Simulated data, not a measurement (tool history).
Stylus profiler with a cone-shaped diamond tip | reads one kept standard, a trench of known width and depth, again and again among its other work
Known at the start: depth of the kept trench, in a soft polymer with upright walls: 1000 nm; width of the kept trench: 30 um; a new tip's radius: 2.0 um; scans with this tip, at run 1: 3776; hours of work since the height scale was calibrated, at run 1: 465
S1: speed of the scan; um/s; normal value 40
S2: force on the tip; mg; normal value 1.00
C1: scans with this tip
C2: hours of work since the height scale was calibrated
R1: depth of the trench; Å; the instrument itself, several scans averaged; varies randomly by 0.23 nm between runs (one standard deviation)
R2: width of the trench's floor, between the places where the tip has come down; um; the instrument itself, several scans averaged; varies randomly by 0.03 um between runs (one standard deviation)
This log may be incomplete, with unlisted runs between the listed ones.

run     day   S1    S2     C1    C2       R1     R2
  1   0.000   40  1.00   3776   465  10108.1  26.24
  2   1.483   40  1.00   3948   486  10113.2  26.25
  3   2.979   40  1.00   4122   508  10113.2  26.22
  4   5.854   40  1.00   4457   549  10115.8  26.25
  5   8.000   52  1.00   4706   579  10113.5  26.15
  6  10.671   40  1.00   5017   618  10114.5  26.19
  7  12.108   51  1.00   5184   638  10115.6  26.11
  8  14.517   40  1.00   5464   673  10116.1  26.12
  9  16.992   40  1.00   5752   708  10120.2  26.15
 10  19.467   48  1.00   6040   744  10117.6  26.14
 11  20.996   48  1.00   6217   766  10117.8  26.10
 12  24.000   83  1.00   6567   809  10123.4  25.94
 13  25.454   83  1.00   6736   829  10125.2  25.95
 14  27.938   40  1.00   7025   865  10124.4  26.11
 15  30.479   40  1.00   7321   901  10127.1  26.05
 16  33.325   69  1.00   7652   942  10125.6  25.88
 17  35.217   40  1.00   7872   969  10127.9  25.96
 18  37.292   24  1.00   8113   999  10127.6  26.06
 19  40.383   24  0.81   8473  1043  10119.5  26.03
 20  43.504   24  0.81   8835  1088  10119.5  26.08
 21  45.833   24  0.81   9106  1121  10118.9  26.07
 22  47.771   40  1.00   9331  1149  10130.2  25.98
 23  49.392   40  1.00   9520  1172  10135.9  25.93
 24  52.146   14  0.36   9840  1212  10089.7  25.99
 25  53.667   94  0.56  10017  1233  10103.7  25.60
 26  55.150  106  0.35  10190  1255  10090.3  25.33
 27  57.517   15  1.04  10465  1289  10135.0  26.09
 28  59.900   80  2.35  10742  1323  10213.3  25.85
 29  63.192   71  0.74  11125  1370  10121.9  25.71
 30  65.771   71  0.74  11425  1407  10125.2  25.63

Run 31 is up next; what results do you expect?
 31  68.033  77  0.70  11688  1439   ?   ?

Run 31 produced R1 10121.2 Å, R2 25.60 um.
Without the tool's hidden state the same run would have given R1 10073.4 Å, R2 26.13 um.
